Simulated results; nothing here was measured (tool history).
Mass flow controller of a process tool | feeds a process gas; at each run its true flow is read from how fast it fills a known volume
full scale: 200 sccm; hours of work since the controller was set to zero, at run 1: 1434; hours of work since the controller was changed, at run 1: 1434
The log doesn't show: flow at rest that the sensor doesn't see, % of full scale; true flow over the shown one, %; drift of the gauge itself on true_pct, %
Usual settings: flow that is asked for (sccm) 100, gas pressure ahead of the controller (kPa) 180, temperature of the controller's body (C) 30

run,hour,flow that is asked for (sccm),gas pressure ahead of the controller (kPa),temperature of the controller's body (C),hours of work since the controller was set to zero,hours of work since the controller was changed,true flow (%)
1,0.0,100,180,30,1434,1434,99.94
2,42.7,100,180,30,1451,1451,99.75
3,116.3,100,180,30,1480,1480,99.77
4,195.7,100,180,30,1511,1511,99.97
5,261.0,100,180,30,1536,1536,99.81
6,300.6,100,180,30,1552,1552,99.82
7,360.5,100,180,30,1575,1575,99.76
8,449.7,100,180,30,1610,1610,99.76
9,499.9,100,180,30,1630,1630,99.77
10,561.5,100,180,30,1654,1654,99.76
11,641.5,100,210,30,1685,1685,100.07
12,702.4,100,210,30,1709,1709,100.07
13,760.4,100,180,30,1732,1732,99.79
14,812.0,100,180,27,1752,1752,100.02
15,897.5,100,180,27,1786,1786,100.22
16,954.7,100,180,27,1808,1808,100.09
17,1007.4,100,180,27,1829,1829,100.12
18,1070.9,100,180,30,1854,1854,99.88
19,1115.1,100,180,30,1871,1871,99.89
20,1166.4,100,180,30,1891,1891,99.79
21,1251.8,100,180,30,1924,1924,99.96
22,1299.7,100,180,30,1943,1943,99.90
23,1363.4,100,180,30,1968,1968,99.79
24,1443.5,100,180,30,2000,2000,100.03
25,1512.7,30,225,37,2027,2027,100.56
26,1585.9,30,225,37,2055,2055,100.70
27,1659.7,100,228,28,2084,2084,100.48
28,1724.8,64,158,24,2110,2110,100.61
29,1773.7,53,180,31,2129,2129,100.15
30,1859.5,22,166,23,2162,2162,102.17
31,1943.9,37,149,23,2196,2196,101.12
32,2026.4,26,180,33,2228,2228,101.06
33,2089.4,80,180,30,2252,2252,100.15
34,2158.6,100,197,37,2280,2280,99.68
35,2239.3,35,146,34,2311,2311,100.29
36,2285.5,35,146,34,2329,2329,100.38
37,2366.6,108,146,24,2361,2361,100.37
38,2458.2,99,182,32,2397,2397,100.06
39,2516.3,158,200,30,2420,2420,100.20
40,2590.2,158,200,30,2449,2449,100.22
41,2671.7,22,276,30,2480,2480,102.78
42,2760.4,100,205,30,2515,2515,100.36
43,2835.8,103,152,21,2545,2545,100.71
44,2882.3,171,245,33,2563,2563,100.29
45,2971.1,171,245,33,2598,2598,100.42
46,3009.8,100,260,30,2613,2613,100.82
47,3088.5,100,260,30,2644,2644,100.69
48,3148.9,100,160,30,2667,2667,100.03

5 ways to go on from here, each from the tool as it stands after run 48. What would each give?
A,3236.5,100,268,32,2702,2702,?
B,3236.5,54,160,31,2702,2702,?
C,3236.5,27,234,31,2702,2702,?
D,3236.5,100,180,37,2702,2702,?
E,3236.5,100,197,40,2702,2702,?

run,true flow (%)
A,100.63
B,100.44
C,102.02
D,99.64
E,99.61
Without the tool's hidden state the same runs would have given:
run,true flow (%)
A,99.49
B,98.75
C,99.14
D,98.50
E,98.46

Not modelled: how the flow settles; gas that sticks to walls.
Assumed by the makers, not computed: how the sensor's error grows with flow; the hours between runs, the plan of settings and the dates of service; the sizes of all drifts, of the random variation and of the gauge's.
